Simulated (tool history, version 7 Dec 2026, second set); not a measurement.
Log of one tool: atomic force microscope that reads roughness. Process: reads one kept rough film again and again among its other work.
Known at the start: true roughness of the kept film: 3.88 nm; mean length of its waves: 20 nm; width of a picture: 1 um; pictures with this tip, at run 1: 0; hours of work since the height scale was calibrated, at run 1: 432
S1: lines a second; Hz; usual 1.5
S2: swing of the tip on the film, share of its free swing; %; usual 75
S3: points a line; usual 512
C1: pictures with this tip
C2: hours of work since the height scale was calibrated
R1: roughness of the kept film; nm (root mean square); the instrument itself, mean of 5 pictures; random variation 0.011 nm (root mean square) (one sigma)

run,hour,S1,S2,S3,C1,C2,R1
1,0,1.5,75,512,0,432,2.369
2,21.2,1.5,75,512,34,446,2.213
3,46.9,0.5,75,512,74,464,2.179
4,70.7,0.5,75,512,111,480,2.013
5,115.5,1.5,75,512,182,511,1.644
# hour 126.1: new tip fitted
6,135.4,1.68,75,512,14,524,2.355
7,166.5,1.68,75,512,63,545,2.089
# hour 171.4: height scale calibrated on a step standard
8,215.7,1.5,75,613,139,30,1.828
# hour 250.2: height scale calibrated on a step standard, once more
# hour 254.8: new tip fitted
9,259.8,1.5,75,512,8,6,2.337
10,288.2,1.5,75,512,53,26,2.133
11,309.1,1.5,75,512,86,40,1.983
12,334.5,1.5,75,512,126,57,1.85
13,362.8,1.5,75,512,170,77,1.71
# hour 378.5: new tip fitted
14,400.9,1.5,66,415,35,103,2.309
15,449.3,1.13,62,497,111,136,2.043
16,490,3.75,75,419,175,164,1.405
# hour 501.6: new tip fitted
17,536.5,0.64,66,927,55,195,2.369

Some steps in R1 between neighbouring runs. How much of each would the tool show without its hidden state too (settings, what came in, random variation), and how much is left for the hidden state, with any gauge scatter that isn't in both results?
The hidden state here: radius of the tip, nm; height scale over the true one, %; drift of the gauge itself on roughness_nm, %.
Run 5 -> 6: S1 1.5 -> 1.68, new tip fitted. R1 +0.711 nm (root mean square): hidden state +0.737, all else -0.026.
Run 16 -> 17: S1 3.75 -> 0.64, S2 75 -> 66, S3 419 -> 927, new tip fitted. R1 +0.964 nm (root mean square): hidden state +0.311, all else +0.653.
